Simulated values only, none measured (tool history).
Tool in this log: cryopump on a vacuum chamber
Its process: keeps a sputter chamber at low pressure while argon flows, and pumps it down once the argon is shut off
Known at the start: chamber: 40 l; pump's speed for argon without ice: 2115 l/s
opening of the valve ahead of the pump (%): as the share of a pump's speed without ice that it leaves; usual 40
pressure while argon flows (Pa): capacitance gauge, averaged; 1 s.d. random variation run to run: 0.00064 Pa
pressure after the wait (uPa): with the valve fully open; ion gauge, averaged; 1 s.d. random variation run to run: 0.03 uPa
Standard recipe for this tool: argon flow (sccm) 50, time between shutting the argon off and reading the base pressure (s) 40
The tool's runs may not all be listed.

run   hour  argon flow (sccm)  time between shutting the argon off and reading the base pressure (s)  opening of the valve ahead of the pump (%)  pressure while argon flows (Pa)  pressure after the wait (uPa)
  1      0                 50                                                                     40                                          40                           0.1064                           1.57
  2   15.1                 50                                                                     40                                          40                           0.1063                           1.64
  3   47.8                 50                                                                     40                                          40                           0.1078                           1.59
  4   69.9                 50                                                                     40                                          40                           0.1067                           1.63
  5   91.3                 50                                                                     40                                          40                           0.1065                           1.54
  6  118.2                 50                                                                    107                                          40                           0.1069                           0.78
  7  134.8                 22                                                                     23                                          43                           0.0432                           2.67
  8  164.4                 23                                                                    181                                          17                           0.1115                           0.54
  9  186.2                 94                                                                     41                                          52                           0.1599                           1.59
 10  206.8                 97                                                                     37                                          40                           0.2105                           1.75
 11  228.1                 25                                                                    243                                          23                           0.0911                           0.47

Alternative continuations, all from the tool just after run 11; predict every row:
  A  261.3                 61                                                                    273                                          23                                ?                              ?
  B  261.3                 95                                                                    220                                          54                                ?                              ?
  C  261.3                 47                                                                     33                                          25                                ?                              ?

run  pressure while argon flows (Pa)  pressure after the wait (uPa)
  A                           0.2236                           0.46
  B                           0.1571                            0.5
  C                           0.1589                           1.95
With no hidden state in the tool, these same runs would have given:
run  pressure while argon flows (Pa)  pressure after the wait (uPa)
  A                            0.213                           0.35
  B                           0.1407                           0.39
  C                           0.1508                           1.84

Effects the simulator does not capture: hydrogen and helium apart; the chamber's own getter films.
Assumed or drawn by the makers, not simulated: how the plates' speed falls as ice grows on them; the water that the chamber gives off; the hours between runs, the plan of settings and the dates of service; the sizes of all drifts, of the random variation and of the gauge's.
